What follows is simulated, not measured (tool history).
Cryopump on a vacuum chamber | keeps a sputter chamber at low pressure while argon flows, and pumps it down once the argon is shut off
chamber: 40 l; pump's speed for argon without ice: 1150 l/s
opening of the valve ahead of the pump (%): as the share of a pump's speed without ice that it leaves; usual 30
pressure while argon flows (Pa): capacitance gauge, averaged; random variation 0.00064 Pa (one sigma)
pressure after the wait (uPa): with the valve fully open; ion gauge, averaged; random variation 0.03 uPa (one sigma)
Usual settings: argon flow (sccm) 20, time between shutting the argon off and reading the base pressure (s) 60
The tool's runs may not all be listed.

run    hour  argon flow (sccm)  time between shutting the argon off and reading the base pressure (s)  opening of the valve ahead of the pump (%)  pressure while argon flows (Pa)  pressure after the wait (uPa)
  1     0.0                 20                                                                     60                                          30                           0.1005                           2.93
  2    48.4                 20                                                                     60                                          30                           0.1009                           2.98
  3   138.6                 20                                                                     60                                          30                           0.1000                           2.94
  4   207.0                 20                                                                     60                                          30                           0.1013                           3.07
  5   282.9                 20                                                                     60                                          30                           0.1018                           2.99
  6   373.6                 20                                                                     60                                          30                           0.1022                           3.18
  7   421.6                 20                                                                     60                                          30                           0.1013                           3.17
  8   492.1                 20                                                                     60                                          48                           0.0650                           3.14
  9   548.6                  8                                                                     71                                          38                           0.0321                           3.06
 10   614.3                 20                                                                     60                                          26                           0.1161                           3.29
 11   695.5                 20                                                                     60                                          26                           0.1179                           3.32
 12   746.3                 20                                                                     53                                          27                           0.1128                           1.88
 13   808.4                 21                                                                     53                                          27                           0.1196                           1.86
 14   865.9                 21                                                                     53                                          27                           0.1193                           1.95
 15   919.9                 21                                                                     53                                          27                           0.1200                           1.87
 16  1007.9                 21                                                                     53                                          27                           0.1145                           1.89

Taken out of this log: 2 entries between the listed runs. Where each belongs, and how the hidden state differs across it:
Between runs 11 and 12: leaking fittings of the chamber tightened, without venting (hour 727.5)
  pump's speed, % of a pump's without ice: 87.7 -> 87.3; cold plate's temperature, K: 12.54 -> 12.55; leak into the chamber, uPa l/s: 2055 -> 412
  measured less the result without the state, pressure while argon flows (Pa): +0.0045 -> +0.0046; pressure after the wait (uPa): +1.80 -> +0.16
Between runs 15 and 16: pump warmed up, emptied and cooled again (hour 999.7)
  pump's speed, % of a pump's without ice: 85.8 -> 99.8; cold plate's temperature, K: 12.58 -> 12.6; leak into the chamber, uPa l/s: 489 -> 528
  measured less the result without the state, pressure while argon flows (Pa): +0.0055 -> +0.0004; pressure after the wait (uPa): +0.23 -> +0.20
